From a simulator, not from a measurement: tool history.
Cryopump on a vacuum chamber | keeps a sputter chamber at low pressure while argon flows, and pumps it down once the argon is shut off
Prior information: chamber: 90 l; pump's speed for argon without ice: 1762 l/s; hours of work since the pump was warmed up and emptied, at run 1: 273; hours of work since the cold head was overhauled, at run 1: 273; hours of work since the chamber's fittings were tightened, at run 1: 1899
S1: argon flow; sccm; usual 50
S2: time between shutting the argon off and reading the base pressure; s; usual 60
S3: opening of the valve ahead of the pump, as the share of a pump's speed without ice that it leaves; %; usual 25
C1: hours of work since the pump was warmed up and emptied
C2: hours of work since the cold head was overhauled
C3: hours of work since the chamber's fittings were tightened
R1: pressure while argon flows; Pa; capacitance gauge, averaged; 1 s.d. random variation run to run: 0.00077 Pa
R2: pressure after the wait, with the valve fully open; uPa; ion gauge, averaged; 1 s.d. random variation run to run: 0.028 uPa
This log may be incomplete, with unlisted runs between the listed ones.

run,hour,S1,S2,S3,C1,C2,C3,R1,R2
1,0,50,60,25,273,273,1899,0.1942,1.53
2,51.1,27,60,25,297,297,1924,0.1052,1.55
3,106.4,27,60,18,324,324,1950,0.1455,1.57
4,177.7,27,60,18,359,359,1985,0.146,1.52
5,269.7,50,60,25,404,404,2030,0.1962,1.51
6,343.6,50,60,25,440,440,2066,0.1966,1.5
7,440.1,50,60,25,487,487,2113,0.1972,1.58
8,508.2,50,60,25,520,520,2146,0.1979,1.62
9,579.1,42,26,22,554,554,2180,0.1876,3.04
10,660.3,34,26,22,594,594,2220,0.1517,3.11
11,731.5,70,84,25,628,628,2254,0.2786,1.25
12,794.7,70,49,25,659,659,2285,0.2777,1.82
13,870.2,50,60,26,696,696,2322,0.1935,1.61

5 ways to go on from here, each from the tool as it stands after run 13. What would each give?
# hour 899.2: pump warmed up, emptied and cooled again
A,947.3,50,34,51,23,731,2357,?,?
# hour 899.2: pump warmed up, emptied and cooled again
B,947.3,50,34,26,23,731,2357,?,?
# hour 899.2: pump warmed up, emptied and cooled again
C,947.3,84,105,20,23,731,2357,?,?
# hour 899.2: pump warmed up, emptied and cooled again
D,947.3,50,112,25,23,731,2357,?,?
# hour 899.2: pump warmed up, emptied and cooled again
E,947.3,37,101,34,23,731,2357,?,?

run,R1,R2
A,0.0948,2.4
B,0.1856,2.42
C,0.4046,1.08
D,0.1927,1.05
E,0.105,1.13
With the hidden condition removed and each run's random variation left untouched, the same runs would have given:
run,R1,R2
A,0.0941,2.16
B,0.185,2.18
C,0.4035,0.84
D,0.1921,0.81
E,0.1045,0.88
